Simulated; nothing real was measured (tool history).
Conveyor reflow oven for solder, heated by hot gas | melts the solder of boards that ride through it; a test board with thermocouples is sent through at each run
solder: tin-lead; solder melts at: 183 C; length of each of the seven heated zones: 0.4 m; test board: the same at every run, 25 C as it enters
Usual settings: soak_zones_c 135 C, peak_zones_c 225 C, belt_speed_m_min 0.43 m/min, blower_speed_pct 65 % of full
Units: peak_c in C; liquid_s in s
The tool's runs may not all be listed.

| run | day | soak_zones_c | peak_zones_c | belt_speed_m_min | blower_speed_pct | peak_c | liquid_s |
|---|---|---|---|---|---|---|---|
| 1 | 0 | 135 | 225 | 0.43 | 65 | 206.4 | 66.3 |
| 2 | 1.708 | 135 | 225 | 0.43 | 63 | 205.4 | 64.9 |
| 3 | 3.833 | 135 | 225 | 0.43 | 65 | 205.7 | 65 |
| 4 | 5.246 | 135 | 225 | 0.43 | 65 | 206.2 | 64.8 |
| 5 | 6.512 | 135 | 225 | 0.43 | 65 | 205.6 | 64.8 |
| 6 | 7.433 | 129 | 225 | 0.43 | 65 | 203.9 | 60.7 |
| 7 | 9.312 | 129 | 215 | 0.43 | 65 | 196 | 43.3 |
| 8 | 10.85 | 129 | 215 | 0.43 | 65 | 195.7 | 42.6 |
| 9 | 12.071 | 129 | 215 | 0.43 | 65 | 195.7 | 42.8 |
| 10 | 13.612 | 129 | 215 | 0.43 | 65 | 195.4 | 42.4 |
| 11 | 14.592 | 135 | 225 | 0.43 | 65 | 205.1 | 65.1 |
| 12 | 15.712 | 135 | 225 | 0.43 | 65 | 205.2 | 65 |
| 13 | 17.596 | 135 | 225 | 0.519 | 65 | 197.6 | 39.9 |
| 14 | 18.758 | 135 | 225 | 0.421 | 65 | 205.6 | 67.7 |
| 15 | 20.812 | 135 | 225 | 0.421 | 65 | 205.2 | 66.1 |
| 16 | 21.696 | 135 | 225 | 0.421 | 65 | 205 | 66.3 |
|  | 22.008 | belt drive overhauled, speed set with a stopwatch |
|  | 22.412 | flux residue cleaned out of gas plates and filters |
| 17 | 24.071 | 137 | 238 | 0.397 | 65 | 220.4 | 95.2 |
| 18 | 25.162 | 135 | 225 | 0.43 | 67 | 206.8 | 68.9 |
| 19 | 26.088 | 135 | 225 | 0.394 | 65 | 208.9 | 79.9 |
| 20 | 27.262 | 134 | 235 | 0.455 | 64 | 212.7 | 71.2 |
| 21 | 28.992 | 127 | 226 | 0.43 | 65 | 205 | 62.3 |
|  | 30.921 | belt drive overhauled, speed set with a stopwatch, once more |
| 22 | 30.983 | 139 | 225 | 0.43 | 65 | 206.6 | 68.9 |
| 23 | 32.821 | 137 | 225 | 0.43 | 53 | 203.5 | 62.3 |
| 24 | 34.575 | 146 | 225 | 0.513 | 55 | 200.1 | 48 |
| 25 | 36.662 | 138 | 225 | 0.515 | 63 | 198.9 | 42.7 |
| 26 | 37.912 | 138 | 225 | 0.515 | 63 | 198.2 | 43.2 |
| 27 | 39.617 | 127 | 225 | 0.43 | 65 | 203.4 | 57.9 |
| 28 | 41.717 | 127 | 225 | 0.43 | 65 | 203.3 | 57.9 |
| 29 | 42.954 | 135 | 225 | 0.457 | 68 | 203.3 | 55.8 |
|  | 43.567 | thermocouples of zones 6 and 7 changed |
| 30 | 44.846 | 148 | 234 | 0.508 | 74 | 211.5 | 69 |
| 31 | 46.067 | 149 | 237 | 0.444 | 85 | 221.2 | 89.9 |

3 ways to go on from here, each from the tool as it stands after run 31. What would each give?
| A | 47.375 | 141 | 235 | 0.444 | 58 | ? | ? |
| B | 47.375 | 123 | 225 | 0.382 | 65 | ? | ? |
| C | 47.375 | 149 | 235 | 0.392 | 83 | ? | ? |

| run | peak_c | liquid_s |
|---|---|---|
| A | 213.1 | 76.3 |
| B | 207.3 | 71.5 |
| C | 222 | 104.1 |
Without the tool's hidden state the same runs would have given:
| run | peak_c | liquid_s |
|---|---|---|
| A | 215 | 78.7 |
| B | 209.1 | 75 |
| C | 223.6 | 105.4 |
